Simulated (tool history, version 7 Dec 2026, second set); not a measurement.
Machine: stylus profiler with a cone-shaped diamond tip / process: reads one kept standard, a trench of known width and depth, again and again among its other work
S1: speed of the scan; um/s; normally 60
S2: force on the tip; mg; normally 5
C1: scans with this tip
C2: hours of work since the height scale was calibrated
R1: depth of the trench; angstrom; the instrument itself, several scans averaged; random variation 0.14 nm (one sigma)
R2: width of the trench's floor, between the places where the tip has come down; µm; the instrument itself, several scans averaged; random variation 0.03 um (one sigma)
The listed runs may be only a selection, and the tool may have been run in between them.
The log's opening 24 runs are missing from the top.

Run 25, hour 871.3: usual settings but S1 39 um/s, S2 11.49 mg; C1 6269; C2 1251. Result: R1 5121.5 angstrom, R2 16.82 µm.
Run 26, hour 896.9: usual settings but S1 39 um/s, S2 11.49 mg; C1 6328; C2 1263. Result: R1 5119.5 angstrom, R2 16.76 µm.
Run 27, hour 927.5: usual settings but S1 39 um/s, S2 11.49 mg; C1 6399; C2 1277. Result: R1 5122.9 angstrom, R2 16.79 µm.
At hour 931.8: height scale calibrated on a step standard.
Run 28, hour 954.9: usual settings but S1 104 um/s, S2 9.5 mg; C1 6462; C2 11. Result: R1 5100.3 angstrom, R2 16.66 µm.
Run 29, hour 1000.1: usual settings but S1 36 um/s; C1 6567; C2 32. Result: R1 5057.7 angstrom, R2 16.74 µm.
At hour 1018.8: height scale calibrated on a step standard, once more.
Run 30, hour 1029: usual settings but S1 162 um/s; C1 6633; C2 5. Result: R1 5080.9 angstrom, R2 16.24 µm.
Run 31, hour 1074.3: usual settings but S1 162 um/s; C1 6738; C2 26. Result: R1 5080.4 angstrom, R2 16.29 µm.
Run 32, hour 1104.2: usual settings but S1 167 um/s, S2 4.16 mg; C1 6807; C2 40. Result: R1 5071.4 angstrom, R2 16.24 µm.
Run 33, hour 1139.3: usual settings but S1 167 um/s, S2 4.16 mg; C1 6889; C2 56. Result: R1 5069.6 angstrom, R2 16.15 µm.
Run 34, hour 1178.9: usual settings but S1 40 um/s; C1 6981; C2 74. Result: R1 5076.6 angstrom, R2 16.69 µm.
Run 35, hour 1210.9: usual settings but S1 45 um/s, S2 5.19 mg; C1 7055; C2 89. Result: R1 5080.9 angstrom, R2 16.67 µm.
Run 36, hour 1255.1: usual settings but S1 41 um/s, S2 11.97 mg; C1 7158; C2 110. Result: R1 5140.5 angstrom, R2 16.79 µm.
Run 37, hour 1288.8: usual settings but S1 41 um/s, S2 11.97 mg; C1 7236; C2 125. Result: R1 5141 angstrom, R2 16.68 µm.
Run 38, hour 1332.6: usual settings but S1 31 um/s, S2 1.82 mg; C1 7338; C2 145. Result: R1 5035.9 angstrom, R2 16.61 µm.
Run 39, hour 1380.5: usual settings but S1 35 um/s, S2 5.58 mg; C1 7449; C2 168. Result: R1 5084.2 angstrom, R2 16.64 µm.
Run 40, hour 1425.7: usual settings but S1 27 um/s, S2 9.63 mg; C1 7554; C2 189. Result: R1 5121.2 angstrom, R2 16.72 µm.
Run 41, hour 1454.6: usual settings but S1 27 um/s, S2 9.63 mg; C1 7621; C2 202. Result: R1 5119.9 angstrom, R2 16.73 µm.
Run 42, hour 1479.8: usual settings but S1 27 um/s, S2 9.63 mg; C1 7679; C2 214. Result: R1 5121.4 angstrom, R2 16.7 µm.

Below are 4 alternative next runs, each starting from the tool's condition after run 42. Predict each:
Run A, hour 1521.6: usual settings but S1 96 um/s, S2 2.66 mg; C1 7776; C2 233. Result: R1 ?, R2 ?.
Run B, hour 1521.6: usual settings but S1 147 um/s, S2 8.13 mg; C1 7776; C2 233. Result: R1 ?, R2 ?.
Run C, hour 1521.6: usual settings but S1 179 um/s, S2 2.51 mg; C1 7776; C2 233. Result: R1 ?, R2 ?.
Run D, hour 1521.6: usual settings but S1 27 um/s, S2 7.41 mg; C1 7776; C2 233. Result: R1 ?, R2 ?.

run      R1     R2
  A  5046.5  16.31
  B  5105.6  16.37
  C  5046.5  15.89
  D  5097.2   16.7
The same runs, with their run-to-run variation unchanged, on a tool lacking any hidden condition would have given:
run      R1     R2
  A  5049.7   16.9
  B    5109  16.95
  C  5049.8  16.48
  D  5100.5  17.28
